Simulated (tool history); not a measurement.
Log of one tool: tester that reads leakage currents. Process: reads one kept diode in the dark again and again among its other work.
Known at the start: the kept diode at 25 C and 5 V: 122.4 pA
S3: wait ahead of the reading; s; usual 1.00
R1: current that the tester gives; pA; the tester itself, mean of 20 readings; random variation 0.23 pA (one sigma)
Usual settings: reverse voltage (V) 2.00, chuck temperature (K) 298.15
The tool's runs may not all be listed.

run 1 hour=0.0 | reverse_voltage_(V)=2.00 chuck_temperature_(K)=298.15 S3=1.00 | R1=75.53
run 2 hour=179.1 | reverse_voltage_(V)=2.00 chuck_temperature_(K)=298.15 S3=1.00 | R1=75.47
run 3 hour=309.5 | reverse_voltage_(V)=2.00 chuck_temperature_(K)=298.15 S3=1.00 | R1=75.41
run 4 hour=451.0 | reverse_voltage_(V)=1.79 chuck_temperature_(K)=298.15 S3=1.00 | R1=71.13
run 5 hour=669.6 | reverse_voltage_(V)=2.00 chuck_temperature_(K)=298.15 S3=1.00 | R1=75.38
-- hour=799.1 tester calibrated
run 6 hour=820.5 | reverse_voltage_(V)=2.00 chuck_temperature_(K)=298.15 S3=1.00 | R1=75.46
run 7 hour=934.0 | reverse_voltage_(V)=2.00 chuck_temperature_(K)=298.15 S3=1.00 | R1=75.61
-- hour=974.8 chuck's temperature calibrated
run 8 hour=1187.1 | reverse_voltage_(V)=2.00 chuck_temperature_(K)=298.15 S3=1.00 | R1=76.06
run 9 hour=1426.2 | reverse_voltage_(V)=2.00 chuck_temperature_(K)=298.15 S3=9.01 | R1=75.55
run 10 hour=1572.4 | reverse_voltage_(V)=2.00 chuck_temperature_(K)=298.15 S3=0.77 | R1=75.68
run 11 hour=1836.2 | reverse_voltage_(V)=2.00 chuck_temperature_(K)=298.15 S3=4.39 | R1=75.13
run 12 hour=2088.0 | reverse_voltage_(V)=2.00 chuck_temperature_(K)=298.15 S3=3.82 | R1=75.96
run 13 hour=2203.2 | reverse_voltage_(V)=16.78 chuck_temperature_(K)=298.15 S3=1.00 | R1=234.52
run 14 hour=2321.2 | reverse_voltage_(V)=16.78 chuck_temperature_(K)=298.15 S3=1.00 | R1=234.22
-- hour=2551.3 chuck's temperature calibrated
run 15 hour=2551.3 | reverse_voltage_(V)=8.61 chuck_temperature_(K)=298.15 S3=1.59 | R1=163.72
-- hour=2577.2 probe card cleaned and baked
run 16 hour=2799.5 | reverse_voltage_(V)=8.61 chuck_temperature_(K)=294.15 S3=1.31 | R1=122.54
run 17 hour=2940.2 | reverse_voltage_(V)=16.28 chuck_temperature_(K)=329.15 S3=0.96 | R1=1758.85
run 18 hour=3163.9 | reverse_voltage_(V)=5.27 chuck_temperature_(K)=298.15 S3=1.37 | R1=126.14
run 19 hour=3316.1 | reverse_voltage_(V)=5.41 chuck_temperature_(K)=294.15 S3=0.30 | R1=96.81
run 20 hour=3434.3 | reverse_voltage_(V)=2.00 chuck_temperature_(K)=296.15 S3=2.64 | R1=65.30
run 21 hour=3675.1 | reverse_voltage_(V)=2.00 chuck_temperature_(K)=296.15 S3=2.64 | R1=65.16

3 ways to go on from here, each from the tool as it stands after run 21. What would each give?
run A hour=3928.2 | reverse_voltage_(V)=7.71 chuck_temperature_(K)=304.15 S3=2.64 | R1=?
run B hour=3928.2 | reverse_voltage_(V)=5.36 chuck_temperature_(K)=296.15 S3=2.64 | R1=?
run C hour=3928.2 | reverse_voltage_(V)=1.66 chuck_temperature_(K)=296.15 S3=2.64 | R1=?

run=A R1=236.47
run=B R1=109.69
run=C R1=58.72
Without the tool's hidden state the same runs would have given:
run=A R1=236.27
run=B R1=109.59
run=C R1=58.67

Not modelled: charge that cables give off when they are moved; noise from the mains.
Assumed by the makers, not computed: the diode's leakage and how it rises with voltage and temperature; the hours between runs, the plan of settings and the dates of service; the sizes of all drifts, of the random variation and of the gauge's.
